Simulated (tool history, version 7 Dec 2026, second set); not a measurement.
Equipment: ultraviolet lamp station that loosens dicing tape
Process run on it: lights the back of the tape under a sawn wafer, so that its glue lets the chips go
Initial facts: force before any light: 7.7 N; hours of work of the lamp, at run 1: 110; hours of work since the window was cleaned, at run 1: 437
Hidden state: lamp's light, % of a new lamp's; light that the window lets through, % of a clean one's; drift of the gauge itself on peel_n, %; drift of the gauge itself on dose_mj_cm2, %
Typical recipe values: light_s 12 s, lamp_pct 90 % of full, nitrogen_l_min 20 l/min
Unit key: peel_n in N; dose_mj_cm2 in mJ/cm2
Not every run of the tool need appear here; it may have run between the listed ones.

run,hour,light_s,lamp_pct,nitrogen_l_min,hours of work of the lamp,hours of work since the window was cleaned,peel_n,dose_mj_cm2
1,0.0,12,90,20,110,437,0.318,529
2,14.2,8,90,20,119,446,0.660,349
3,23.5,16,90,20,125,452,0.226,706
4,30.3,16,90,20,129,456,0.250,693
5,39.4,12,90,13,135,462,0.372,518
6,49.3,12,90,8,141,468,0.499,526
7,62.2,12,90,8,149,476,0.507,524
8,76.0,12,90,20,158,485,0.330,519
9,89.3,12,90,20,166,493,0.324,516
10,101.5,12,90,20,174,501,0.328,514
11,113.9,12,90,20,182,509,0.322,512
12,126.3,12,90,20,189,517,0.342,510
13,136.2,12,90,8,196,523,0.550,508
14,149.6,12,90,18,204,531,0.340,508
15,162.3,12,90,18,212,539,0.342,511
16,173.2,12,90,20,219,546,0.340,509
17,181.5,12,90,9,224,551,0.536,507
18,192.6,12,90,20,231,558,0.353,502
19,206.1,12,96,20,240,567,0.308,530
20,212.4,14,72,8,244,571,0.631,463
21,222.6,14,100,21,250,577,0.239,645
22,233.5,6,97,20,257,584,1.076,271
23,239.8,6,97,20,261,588,1.105,267
# hour 241.5: window cleaned of glue's vapour
24,250.6,9,64,20,267,6,0.887,299
25,265.0,8,61,24,276,15,1.109,257
26,277.3,8,91,33,284,23,0.448,383
27,285.3,22,91,33,289,28,0.220,1038

Expected results for the next run?
28,297.4,11,91,33,297,35,?,?

peel_n: 0.280 N
dose_mj_cm2: 522 mJ/cm2
Without the tool's hidden state the same run would have given peel_n 0.259 N, dose_mj_cm2 560 mJ/cm2.
